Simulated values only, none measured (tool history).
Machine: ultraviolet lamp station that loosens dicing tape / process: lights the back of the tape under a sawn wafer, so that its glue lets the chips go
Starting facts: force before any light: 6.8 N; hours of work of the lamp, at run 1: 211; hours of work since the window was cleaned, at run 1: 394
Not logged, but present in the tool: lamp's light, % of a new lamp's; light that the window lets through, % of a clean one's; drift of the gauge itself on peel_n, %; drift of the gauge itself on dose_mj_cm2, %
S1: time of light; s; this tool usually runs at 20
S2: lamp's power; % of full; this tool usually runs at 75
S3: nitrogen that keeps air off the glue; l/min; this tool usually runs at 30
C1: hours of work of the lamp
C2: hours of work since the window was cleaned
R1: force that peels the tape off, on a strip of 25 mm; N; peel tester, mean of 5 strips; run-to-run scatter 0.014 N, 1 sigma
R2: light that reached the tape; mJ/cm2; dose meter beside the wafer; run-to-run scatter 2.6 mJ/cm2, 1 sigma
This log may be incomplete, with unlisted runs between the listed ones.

run     day  S1  S2  S3   C1   C2     R1   R2
  1       0  20  75  30  211  394  0.789  293
  2   0.517  20  75  30  220  404    0.8  296
  3   0.967  20  75  30  229  412  0.808  292
  4   1.767  11  75  30  243  427  1.999  162
  5   2.321  11  75  30  253  437  1.975  159
  6   2.817  11  75  30  262  446  1.954  154
  7   3.888  11  75  30  282  465  2.071  155
  8   4.433  15  75  30  292  475  1.347  213
  9   5.212  15  98  30  306  489  0.875  279
 10   6.038  20  69  30  321  504  0.978  254
 11   6.904  20  69  30  337  520  0.987  251
 12   7.479  20  75  30  348  531  0.912  277
      7.717  -- window cleaned of glue's vapour
 13   8.388  16  75  30  364   12  1.364  208
 14   9.246  16  75  30  379   28  1.399  208
 15  10.067  25  62  11  394   43  1.741  269
 16  10.838  25  83  30  408   57  0.561  359
     11.496  -- window cleaned of glue's vapour, once more
 17  11.512  28  98  18  420    0  0.358  561
 18  12.183  17  75  20  433   13  1.343  258
 19  12.792  17  75  20  444   24  1.334  259
 20  13.858  20  64  35  463   43  0.901  258
 21  14.612  20  64  35  477   57  0.916  255
 22  15.671  20  88  25  496   76  0.661  347
 23  16.562  21  67  16  513   93  1.341  277
 24  17.204  12  71  15  524  104  2.557  166
 25  17.962  12  71  15  538  118  2.642  166
 26  18.738  23  71  29  552  132  0.715  320
 27  19.283  16  84  15  562  142  1.522  259

Difference, measured minus no-hidden-state, one row per run. Run-to-run variation is common to both terms; the gauge's own scatter need not be:
run      R1   R2
  1  +0.157  -37
  2  +0.163  -38
  3  +0.168  -40
  4  +0.304  -23
  5   +0.31  -24
  6  +0.314  -24
  7  +0.346  -26
  8  +0.287  -35
  9  +0.217  -48
 10  +0.243  -46
 11  +0.256  -47
 12  +0.247  -52
 13   +0.41  -53
 14  +0.428  -54
 15  +0.489  -71
 16  +0.195  -97
 17  +0.039  -42
 18  +0.151  -20
 19  +0.159  -22
 20  +0.132  -24
 21  +0.139  -25
 22  +0.113  -37
 23  +0.205  -31
 24  +0.269  -20
 25  +0.291  -21
 26  +0.145  -42
 27  +0.255  -35
